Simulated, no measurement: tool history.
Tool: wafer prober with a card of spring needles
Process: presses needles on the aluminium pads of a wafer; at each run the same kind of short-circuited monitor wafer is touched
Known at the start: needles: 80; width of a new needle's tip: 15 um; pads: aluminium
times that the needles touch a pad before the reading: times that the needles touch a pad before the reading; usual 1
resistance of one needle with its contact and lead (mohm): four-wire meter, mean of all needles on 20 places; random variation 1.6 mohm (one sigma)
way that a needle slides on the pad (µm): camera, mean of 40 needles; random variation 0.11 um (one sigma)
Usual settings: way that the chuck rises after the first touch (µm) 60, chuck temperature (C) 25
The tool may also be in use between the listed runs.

run    day  way that the chuck rises after the first touch (µm)  chuck temperature (C)  times that the needles touch a pad before the reading  resistance of one needle with its contact and lead (mohm)  way that a needle slides on the pad (µm)
  1      0                                                   60                     25                                                      1                                                        153                                     12.62
     0.038  -- tips cleaned on abrasive film
  2  0.217                                                   60                     25                                                      3                                                        153                                     12.84
     0.238  -- tips cleaned on abrasive film
     0.442  -- tips cleaned on abrasive film
  3  0.579                                                   60                     25                                                      3                                                        154                                     12.75
     0.658  -- tips cleaned on abrasive film
  4  0.792                                                   60                     25                                                      3                                                        151                                     12.86
     0.875  -- tips cleaned on abrasive film
  5  0.971                                                   60                     25                                                      3                                                        156                                     12.76
       1.1  -- tips cleaned on abrasive film
     1.308  -- tips cleaned on abrasive film
  6  1.321                                                   60                     25                                                      3                                                        154                                     12.73
     1.525  -- tips cleaned on abrasive film
  7  1.683                                                   60                     25                                                      3                                                        156                                     12.83
     1.733  -- tips cleaned on abrasive film
      1.95  -- tips cleaned on abrasive film
  8  2.054                                                   60                     25                                                      3                                                        153                                     12.67
     2.175  -- tips cleaned on abrasive film
  9  2.271                                                   60                     25                                                      3                                                        154                                     12.55
     2.383  -- tips cleaned on abrasive film
 10  2.546                                                   60                     25                                                      1                                                        155                                      12.7
     2.596  -- tips cleaned on abrasive film
     2.804  -- tips cleaned on abrasive film
 11  2.925                                                   60                     25                                                      1                                                        154                                     12.67
     3.008  -- tips cleaned on abrasive film
 12  3.112                                                   60                     25                                                      1                                                        150                                     12.76
     3.225  -- tips cleaned on abrasive film
     3.438  -- tips cleaned on abrasive film
 13  3.438                                                   60                     25                                                      1                                                        153                                     12.71
      3.65  -- tips cleaned on abrasive film
 14  3.662                                                   60                     25                                                      1                                                        152                                     12.99
     3.871  -- tips cleaned on abrasive film
 15  4.029                                                   60                     25                                                      1                                                        153                                     12.73
     4.088  -- tips cleaned on abrasive film
 16  4.212                                                   60                     25                                                      1                                                        156                                     12.74
     4.312  -- tips cleaned on abrasive film
     4.525  -- tips cleaned on abrasive film
 17  4.529                                                   60                     25                                                      1                                                        151                                     12.87
     4.742  -- tips cleaned on abrasive film
 18   4.75                                                   66                     29                                                      2                                                        151                                     14.13
     4.962  -- tips cleaned on abrasive film
 19  5.079                                                   60                     43                                                      2                                                        158                                     12.85
     5.171  -- tips cleaned on abrasive film
 20  5.325                                                   42                     31                                                      1                                                        159                                      8.66
     5.392  -- tips cleaned on abrasive film
 21   5.55                                                   42                     25                                                      2                                                        158                                      8.83
     5.604  -- tips cleaned on abrasive film
     5.833  -- tips cleaned on abrasive film
 22  5.833                                                   77                     73                                                      2                                                        160                                     16.45
     6.054  -- tips cleaned on abrasive film
 23  6.088                                                   51                     36                                                      1                                                        158                                     10.93
     6.279  -- tips cleaned on abrasive film
 24  6.288                                                   58                     59                                                      2                                                        161                                     12.43
 25  6.446                                                   58                     59                                                      2                                                        160                                     12.35
     6.496  -- tips cleaned on abrasive film
       6.7  -- tips cleaned on abrasive film
 26  6.812                                                   64                    117                                                      3                                                        168                                     13.68
     6.904  -- tips cleaned on abrasive film
 27  7.004                                                   45                     47                                                      1                                                        160                                      9.58
     7.112  -- tips cleaned on abrasive film
 28  7.229                                                   60                     56                                                      1                                                        158                                     12.68
     7.329  -- tips cleaned on abrasive film
 29  7.521                                                   53                     35                                                      1                                                        154                                     11.51
      7.55  -- tips cleaned on abrasive film
     7.754  -- tips cleaned on abrasive film
 30  7.783                                                   60                     59                                                      3                                                        158                                     12.52
     7.975  -- tips cleaned on abrasive film
 31  8.079                                                   56                     99                                                      1                                                        169                                     11.79
     8.208  -- tips cleaned on abrasive film
 32  8.246                                                   56                     99                                                      1                                                        169                                      11.9
     8.429  -- tips cleaned on abrasive film
 33  8.433                                                   41                    102                                                      3                                                        173                                      8.91

3 ways to go on from here, each from the tool as it stands after run 33. What would each give?
     8.642  -- tips cleaned on abrasive film
  A  8.742                                                   47                     57                                                      1                                                          ?                                         ?
     8.642  -- tips cleaned on abrasive film
  B  8.742                                                   66                     25                                                      1                                                          ?                                         ?
     8.642  -- tips cleaned on abrasive film
  C  8.742                                                   41                    102                                                      1                                                          ?                                         ?

run  resistance of one needle with its contact and lead (mohm)  way that a needle slides on the pad (µm)
  A                                                        162                                      9.84
  B                                                        153                                     14.13
  C                                                        173                                      8.63
Without the tool's hidden state the same runs would have given:
run  resistance of one needle with its contact and lead (mohm)  way that a needle slides on the pad (µm)
  A                                                        162                                      9.85
  B                                                        153                                     14.14
  C                                                        173                                      8.64

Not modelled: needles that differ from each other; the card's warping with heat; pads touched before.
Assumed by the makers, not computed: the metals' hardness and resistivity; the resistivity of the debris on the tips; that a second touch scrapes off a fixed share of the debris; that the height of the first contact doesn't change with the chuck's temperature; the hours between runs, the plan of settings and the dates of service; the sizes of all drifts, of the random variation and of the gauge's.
